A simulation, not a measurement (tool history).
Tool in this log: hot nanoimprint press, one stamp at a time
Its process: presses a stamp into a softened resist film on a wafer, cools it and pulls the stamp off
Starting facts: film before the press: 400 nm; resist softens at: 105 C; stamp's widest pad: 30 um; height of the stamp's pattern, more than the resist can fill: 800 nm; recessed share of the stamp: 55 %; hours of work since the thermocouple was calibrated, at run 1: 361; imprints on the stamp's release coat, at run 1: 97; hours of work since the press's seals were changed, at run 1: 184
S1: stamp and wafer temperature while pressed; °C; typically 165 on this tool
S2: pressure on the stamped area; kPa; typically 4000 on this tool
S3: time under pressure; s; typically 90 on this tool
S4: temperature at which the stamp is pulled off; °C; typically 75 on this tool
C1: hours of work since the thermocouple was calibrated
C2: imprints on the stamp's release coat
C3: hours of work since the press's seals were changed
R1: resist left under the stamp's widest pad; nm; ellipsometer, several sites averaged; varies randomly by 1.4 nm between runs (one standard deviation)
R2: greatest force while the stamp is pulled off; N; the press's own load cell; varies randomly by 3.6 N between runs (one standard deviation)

run	hour	S1	S2	S3	S4	C1	C2	C3	R1	R2
1	0.0	165	4000	90	75	361	97	184	243.8	181
2	13.2	165	4000	90	75	370	143	192	242.8	187
3	19.8	165	4000	90	62	374	166	197	246.1	240
4	25.9	165	4000	90	75	378	187	201	244.7	190
5	39.1	165	4000	90	75	387	233	209	244.2	195
6	51.0	165	4000	90	75	395	274	217	246.9	191
7	65.2	165	4000	90	75	404	323	227	247.1	201
8	74.8	165	4000	90	75	411	357	233	246.8	197
# hour 87.7: plate thermocouple calibrated
9	90.0	165	4000	90	75	2	399	241	227.1	191
10	99.7	165	4000	90	75	8	433	248	229.9	194
11	106.1	165	4000	90	75	12	455	252	226.0	192
12	115.1	165	4000	90	75	18	486	258	227.2	195
13	125.5	165	4000	90	75	25	522	265	228.1	189
14	134.0	165	4000	90	75	31	552	270	226.5	200
15	143.6	165	4000	90	65	37	585	277	226.0	233
16	151.2	175	4000	65	71	42	611	282	162.9	212
# hour 160.4: stamp cleaned and given a new release coat
17	170.1	156	5430	104	65	51	33	290	286.6	212
18	180.0	174	4000	102	75	57	68	297	143.4	177
19	186.1	174	4000	102	75	61	89	301	143.9	177
20	195.1	174	4000	158	81	67	120	307	120.9	155
21	203.8	169	4000	99	72	73	150	312	186.4	195
22	214.3	165	4000	59	69	80	187	319	261.4	204
23	227.1	159	5060	149	75	88	231	328	236.3	184
24	236.3	159	5060	149	75	94	263	334	236.1	184
25	250.0	159	5060	149	75	103	311	343	240.9	188
26	263.7	159	5060	149	69	112	359	352	240.4	221
27	271.2	165	5860	45	75	117	385	357	252.9	185
28	282.8	165	5860	45	75	125	425	365	252.2	186
29	296.6	176	5760	59	77	134	473	374	139.7	193
30	310.7	176	5760	59	77	143	522	383	142.9	194

Branching from run 30: 3 alternative next runs. What would each branch give?
A	322.3	176	4650	59	66	151	562	391	?	?
B	322.3	165	4000	47	80	151	562	391	?	?
C	322.3	176	3400	59	77	151	562	391	?	?

run	R1	R2
A	156.1	236
B	281.7	181
C	179.1	191
What these runs would have given with no unlogged condition in the tool:
run	R1	R2
A	149.0	205
B	273.2	157
C	172.2	166
